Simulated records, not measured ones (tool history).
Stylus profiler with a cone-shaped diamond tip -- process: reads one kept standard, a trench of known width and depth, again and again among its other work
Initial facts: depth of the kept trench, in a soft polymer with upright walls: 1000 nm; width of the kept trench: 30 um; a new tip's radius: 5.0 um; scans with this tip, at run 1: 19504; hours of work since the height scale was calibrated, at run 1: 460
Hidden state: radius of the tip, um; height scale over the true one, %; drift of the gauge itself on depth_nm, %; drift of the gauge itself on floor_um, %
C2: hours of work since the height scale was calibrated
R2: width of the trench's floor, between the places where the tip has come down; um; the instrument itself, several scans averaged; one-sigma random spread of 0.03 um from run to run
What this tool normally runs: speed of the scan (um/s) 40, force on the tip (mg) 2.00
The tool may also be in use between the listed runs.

run 1 hour=0.0 | speed_of_the_scan_(um/s)=40 force_on_the_tip_(mg)=2.00 | scans_with_this_tip=19504 C2=460 | depth_of_the_trench_(Å)=10134.8 R2=20.71
run 2 hour=113.0 | speed_of_the_scan_(um/s)=40 force_on_the_tip_(mg)=2.00 | scans_with_this_tip=20018 C2=540 | depth_of_the_trench_(Å)=10131.1 R2=20.64
run 3 hour=195.1 | speed_of_the_scan_(um/s)=40 force_on_the_tip_(mg)=2.00 | scans_with_this_tip=20391 C2=599 | depth_of_the_trench_(Å)=10129.1 R2=20.58
run 4 hour=278.7 | speed_of_the_scan_(um/s)=40 force_on_the_tip_(mg)=2.00 | scans_with_this_tip=20772 C2=658 | depth_of_the_trench_(Å)=10132.0 R2=20.50
run 5 hour=346.2 | speed_of_the_scan_(um/s)=40 force_on_the_tip_(mg)=2.00 | scans_with_this_tip=21078 C2=706 | depth_of_the_trench_(Å)=10127.4 R2=20.48
run 6 hour=455.3 | speed_of_the_scan_(um/s)=40 force_on_the_tip_(mg)=2.00 | scans_with_this_tip=21575 C2=784 | depth_of_the_trench_(Å)=10128.2 R2=20.38
run 7 hour=570.0 | speed_of_the_scan_(um/s)=40 force_on_the_tip_(mg)=2.00 | scans_with_this_tip=22096 C2=866 | depth_of_the_trench_(Å)=10127.4 R2=20.40
run 8 hour=630.2 | speed_of_the_scan_(um/s)=40 force_on_the_tip_(mg)=2.00 | scans_with_this_tip=22370 C2=908 | depth_of_the_trench_(Å)=10125.2 R2=20.31
run 9 hour=686.9 | speed_of_the_scan_(um/s)=51 force_on_the_tip_(mg)=2.00 | scans_with_this_tip=22628 C2=949 | depth_of_the_trench_(Å)=10127.1 R2=20.20
run 10 hour=744.6 | speed_of_the_scan_(um/s)=40 force_on_the_tip_(mg)=0.97 | scans_with_this_tip=22890 C2=990 | depth_of_the_trench_(Å)=10075.7 R2=20.21
run 11 hour=793.1 | speed_of_the_scan_(um/s)=40 force_on_the_tip_(mg)=0.97 | scans_with_this_tip=23111 C2=1024 | depth_of_the_trench_(Å)=10072.5 R2=20.16
run 12 hour=899.2 | speed_of_the_scan_(um/s)=40 force_on_the_tip_(mg)=0.97 | scans_with_this_tip=23593 C2=1100 | depth_of_the_trench_(Å)=10067.6 R2=20.14
run 13 hour=980.3 | speed_of_the_scan_(um/s)=16 force_on_the_tip_(mg)=0.75 | scans_with_this_tip=23962 C2=1158 | depth_of_the_trench_(Å)=10056.8 R2=20.18
run 14 hour=1072.8 | speed_of_the_scan_(um/s)=45 force_on_the_tip_(mg)=3.78 | scans_with_this_tip=24383 C2=1223 | depth_of_the_trench_(Å)=10191.5 R2=20.14
run 15 hour=1121.0 | speed_of_the_scan_(um/s)=12 force_on_the_tip_(mg)=2.00 | scans_with_this_tip=24602 C2=1258 | depth_of_the_trench_(Å)=10119.4 R2=20.16
-- hour=1131.4 height scale calibrated on a step standard
run 16 hour=1186.3 | speed_of_the_scan_(um/s)=58 force_on_the_tip_(mg)=2.11 | scans_with_this_tip=24897 C2=39 | depth_of_the_trench_(Å)=10139.0 R2=19.97
run 17 hour=1265.4 | speed_of_the_scan_(um/s)=16 force_on_the_tip_(mg)=2.34 | scans_with_this_tip=25257 C2=95 | depth_of_the_trench_(Å)=10146.4 R2=20.02
run 18 hour=1315.1 | speed_of_the_scan_(um/s)=16 force_on_the_tip_(mg)=2.34 | scans_with_this_tip=25482 C2=131 | depth_of_the_trench_(Å)=10148.3 R2=20.01
run 19 hour=1382.4 | speed_of_the_scan_(um/s)=60 force_on_the_tip_(mg)=0.84 | scans_with_this_tip=25788 C2=179 | depth_of_the_trench_(Å)=10074.6 R2=19.74
run 20 hour=1453.6 | speed_of_the_scan_(um/s)=60 force_on_the_tip_(mg)=0.84 | scans_with_this_tip=26112 C2=229 | depth_of_the_trench_(Å)=10070.2 R2=19.70
run 21 hour=1565.4 | speed_of_the_scan_(um/s)=40 force_on_the_tip_(mg)=1.90 | scans_with_this_tip=26621 C2=309 | depth_of_the_trench_(Å)=10125.5 R2=19.79

Forecast each of these 4 alternatives for the next run:
run A hour=1629.2 | speed_of_the_scan_(um/s)=40 force_on_the_tip_(mg)=4.73 | scans_with_this_tip=26911 C2=354 | depth_of_the_trench_(Å)=? R2=?
run B hour=1629.2 | speed_of_the_scan_(um/s)=68 force_on_the_tip_(mg)=1.89 | scans_with_this_tip=26911 C2=354 | depth_of_the_trench_(Å)=? R2=?
run C hour=1629.2 | speed_of_the_scan_(um/s)=149 force_on_the_tip_(mg)=1.12 | scans_with_this_tip=26911 C2=354 | depth_of_the_trench_(Å)=? R2=?
run D hour=1629.2 | speed_of_the_scan_(um/s)=91 force_on_the_tip_(mg)=1.58 | scans_with_this_tip=26911 C2=354 | depth_of_the_trench_(Å)=? R2=?

run=A depth_of_the_trench_(Å)=10237.8 R2=19.82
run=B depth_of_the_trench_(Å)=10124.5 R2=19.66
run=C depth_of_the_trench_(Å)=10086.3 R2=19.19
run=D depth_of_the_trench_(Å)=10109.8 R2=19.54
Had the tool no hidden state, the same runs would have come out as:
run=A depth_of_the_trench_(Å)=10242.6 R2=23.92
run=B depth_of_the_trench_(Å)=10129.2 R2=23.75
run=C depth_of_the_trench_(Å)=10091.0 R2=23.28
run=D depth_of_the_trench_(Å)=10114.5 R2=23.64

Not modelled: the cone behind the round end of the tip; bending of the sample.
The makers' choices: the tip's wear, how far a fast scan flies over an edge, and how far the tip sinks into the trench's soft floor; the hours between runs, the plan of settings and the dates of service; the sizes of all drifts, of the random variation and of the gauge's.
